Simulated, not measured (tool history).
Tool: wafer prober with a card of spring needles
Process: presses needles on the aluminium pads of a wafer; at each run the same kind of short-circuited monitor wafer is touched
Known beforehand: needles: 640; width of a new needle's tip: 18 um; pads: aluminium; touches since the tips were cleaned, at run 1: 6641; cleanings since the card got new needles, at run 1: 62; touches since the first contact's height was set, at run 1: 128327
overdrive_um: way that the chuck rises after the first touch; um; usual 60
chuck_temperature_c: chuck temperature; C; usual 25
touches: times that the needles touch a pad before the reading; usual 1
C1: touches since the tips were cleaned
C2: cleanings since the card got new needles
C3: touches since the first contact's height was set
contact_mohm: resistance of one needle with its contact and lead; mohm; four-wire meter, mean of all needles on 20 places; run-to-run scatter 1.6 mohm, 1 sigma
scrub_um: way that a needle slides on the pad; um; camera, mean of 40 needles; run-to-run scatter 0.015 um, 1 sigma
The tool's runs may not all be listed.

run 1 hour=0.0 | overdrive_um=60 chuck_temperature_c=25 touches=1 | C1=6641 C2=62 C3=128327 | contact_mohm=315 scrub_um=16.24
-- hour=6.4 tips cleaned on abrasive film
-- hour=49.4 tips cleaned on abrasive film
run 2 hour=50.4 | overdrive_um=60 chuck_temperature_c=25 touches=1 | C1=196 C2=64 C3=137990 | contact_mohm=179 scrub_um=16.18
-- hour=93.1 tips cleaned on abrasive film
run 3 hour=124.7 | overdrive_um=60 chuck_temperature_c=25 touches=1 | C1=6088 C2=65 C3=152278 | contact_mohm=323 scrub_um=16.20
-- hour=137.9 tips cleaned on abrasive film
run 4 hour=174.7 | overdrive_um=60 chuck_temperature_c=25 touches=1 | C1=7103 C2=66 C3=161897 | contact_mohm=323 scrub_um=16.17
-- hour=181.2 tips cleaned on abrasive film
-- hour=225.8 tips cleaned on abrasive film
run 5 hour=229.0 | overdrive_um=60 chuck_temperature_c=25 touches=1 | C1=615 C2=68 C3=172302 | contact_mohm=195 scrub_um=16.15
-- hour=266.2 tips cleaned on abrasive film
run 6 hour=266.2 | overdrive_um=60 chuck_temperature_c=25 touches=1 | C1=0 C2=69 C3=179443 | contact_mohm=174 scrub_um=16.14
-- hour=309.2 tips cleaned on abrasive film
run 7 hour=334.4 | overdrive_um=60 chuck_temperature_c=25 touches=1 | C1=4863 C2=70 C3=192570 | contact_mohm=306 scrub_um=16.15
-- hour=355.2 tips cleaned on abrasive film
run 8 hour=394.4 | overdrive_um=60 chuck_temperature_c=25 touches=1 | C1=7553 C2=71 C3=204097 | contact_mohm=330 scrub_um=16.13
-- hour=402.2 tips cleaned on abrasive film
-- hour=442.2 tips cleaned on abrasive film
run 9 hour=442.2 | overdrive_um=60 chuck_temperature_c=25 touches=1 | C1=0 C2=73 C3=213269 | contact_mohm=174 scrub_um=16.08
-- hour=471.6 height of the first contact set anew
-- hour=486.2 tips cleaned on abrasive film
run 10 hour=486.2 | overdrive_um=60 chuck_temperature_c=25 touches=1 | C1=0 C2=74 C3=2804 | contact_mohm=169 scrub_um=16.39
-- hour=529.7 tips cleaned on abrasive film
run 11 hour=565.6 | overdrive_um=60 chuck_temperature_c=25 touches=3 | C1=6917 C2=75 C3=18068 | contact_mohm=222 scrub_um=16.35
-- hour=570.9 tips cleaned on abrasive film
run 12 hour=608.3 | overdrive_um=60 chuck_temperature_c=35 touches=3 | C1=7203 C2=76 C3=26268 | contact_mohm=221 scrub_um=16.34
-- hour=614.6 tips cleaned on abrasive film
-- hour=657.9 tips cleaned on abrasive film
run 13 hour=667.0 | overdrive_um=60 chuck_temperature_c=35 touches=1 | C1=1756 C2=78 C3=37535 | contact_mohm=236 scrub_um=16.33
-- hour=702.5 tips cleaned on abrasive film
run 14 hour=707.5 | overdrive_um=60 chuck_temperature_c=35 touches=1 | C1=956 C2=79 C3=45308 | contact_mohm=201 scrub_um=16.31
-- hour=745.8 tips cleaned on abrasive film
run 15 hour=784.7 | overdrive_um=56 chuck_temperature_c=25 touches=1 | C1=7500 C2=80 C3=60169 | contact_mohm=366 scrub_um=15.20
-- hour=789.7 tips cleaned on abrasive film
-- hour=832.1 tips cleaned on abrasive film
run 16 hour=856.9 | overdrive_um=56 chuck_temperature_c=25 touches=1 | C1=4772 C2=82 C3=74019 | contact_mohm=316 scrub_um=15.22
-- hour=872.7 tips cleaned on abrasive film
-- hour=917.3 tips cleaned on abrasive film
run 17 hour=939.9 | overdrive_um=59 chuck_temperature_c=55 touches=2 | C1=4353 C2=84 C3=89966 | contact_mohm=242 scrub_um=15.96
-- hour=958.0 tips cleaned on abrasive film
-- hour=1000.0 tips cleaned on abrasive film
run 18 hour=1019.5 | overdrive_um=60 chuck_temperature_c=103 touches=2 | C1=3756 C2=86 C3=105255 | contact_mohm=241 scrub_um=16.22
-- hour=1045.3 tips cleaned on abrasive film
run 19 hour=1073.7 | overdrive_um=60 chuck_temperature_c=38 touches=2 | C1=5469 C2=87 C3=115677 | contact_mohm=253 scrub_um=16.23
-- hour=1087.5 tips cleaned on abrasive film
run 20 hour=1124.7 | overdrive_um=60 chuck_temperature_c=34 touches=3 | C1=7155 C2=88 C3=125469 | contact_mohm=224 scrub_um=16.20
-- hour=1131.4 tips cleaned on abrasive film
-- hour=1172.7 tips cleaned on abrasive film
run 21 hour=1173.4 | overdrive_um=70 chuck_temperature_c=33 touches=3 | C1=133 C2=90 C3=134814 | contact_mohm=164 scrub_um=18.92
-- hour=1213.8 tips cleaned on abrasive film
-- hour=1254.0 tips cleaned on abrasive film
run 22 hour=1265.5 | overdrive_um=70 chuck_temperature_c=33 touches=3 | C1=2219 C2=92 C3=152504 | contact_mohm=183 scrub_um=18.88
-- hour=1296.2 tips cleaned on abrasive film
run 23 hour=1306.6 | overdrive_um=70 chuck_temperature_c=33 touches=3 | C1=1997 C2=93 C3=160402 | contact_mohm=178 scrub_um=18.87
-- hour=1336.0 tips cleaned on abrasive film
run 24 hour=1351.4 | overdrive_um=47 chuck_temperature_c=30 touches=2 | C1=2950 C2=94 C3=169002 | contact_mohm=277 scrub_um=12.59
-- hour=1381.7 tips cleaned on abrasive film
-- hour=1423.1 tips cleaned on abrasive film
run 25 hour=1423.1 | overdrive_um=45 chuck_temperature_c=125 touches=2 | C1=0 C2=96 C3=182778 | contact_mohm=206 scrub_um=12.01
-- hour=1464.2 tips cleaned on abrasive film
run 26 hour=1488.8 | overdrive_um=45 chuck_temperature_c=37 touches=2 | C1=4731 C2=97 C3=195400 | contact_mohm=328 scrub_um=12.00
-- hour=1505.9 tips cleaned on abrasive film
-- hour=1551.8 tips cleaned on abrasive film
run 27 hour=1579.4 | overdrive_um=45 chuck_temperature_c=43 touches=3 | C1=5313 C2=99 C3=212807 | contact_mohm=273 scrub_um=11.96
-- hour=1596.4 tips cleaned on abrasive film
-- hour=1614.1 height of the first contact set anew
-- hour=1640.4 tips cleaned on abrasive film
run 28 hour=1643.9 | overdrive_um=42 chuck_temperature_c=59 touches=3 | C1=672 C2=101 C3=5733 | contact_mohm=213 scrub_um=11.46
-- hour=1681.5 tips cleaned on abrasive film
run 29 hour=1718.6 | overdrive_um=71 chuck_temperature_c=62 touches=1 | C1=7138 C2=102 C3=20090 | contact_mohm=286 scrub_um=19.36
-- hour=1723.9 tips cleaned on abrasive film
-- hour=1765.3 tips cleaned on abrasive film
run 30 hour=1765.3 | overdrive_um=71 chuck_temperature_c=62 touches=1 | C1=0 C2=104 C3=29054 | contact_mohm=171 scrub_um=19.33
-- hour=1806.5 tips cleaned on abrasive film
run 31 hour=1840.2 | overdrive_um=64 chuck_temperature_c=47 touches=2 | C1=6482 C2=105 C3=43451 | contact_mohm=248 scrub_um=17.39

A few steps of contact_mohm between consecutive runs. Split each: what settings, incoming material and random variation would produce without the hidden state, and what is left over for the hidden state, along with gauge scatter present in only one of the two compared results (measured, and without hidden state):
The hidden state here: debris on the tips, nm; way that the needles fall short of the set height, um; tips' diameter, um; drift of the gauge itself on contact_mohm, %; drift of the gauge itself on scrub_um, %.
Run 2 -> 3: tips cleaned on abrasive film. contact_mohm +144 mohm: hidden state +146, all else -2.
Run 8 -> 9: tips cleaned on abrasive film, tips cleaned on abrasive film. contact_mohm -156 mohm: hidden state -159, all else +3.
Run 14 -> 15: overdrive_um 60 -> 56, chuck_temperature_c 35 -> 25, tips cleaned on abrasive film. contact_mohm +165 mohm: hidden state +165, all else +0.

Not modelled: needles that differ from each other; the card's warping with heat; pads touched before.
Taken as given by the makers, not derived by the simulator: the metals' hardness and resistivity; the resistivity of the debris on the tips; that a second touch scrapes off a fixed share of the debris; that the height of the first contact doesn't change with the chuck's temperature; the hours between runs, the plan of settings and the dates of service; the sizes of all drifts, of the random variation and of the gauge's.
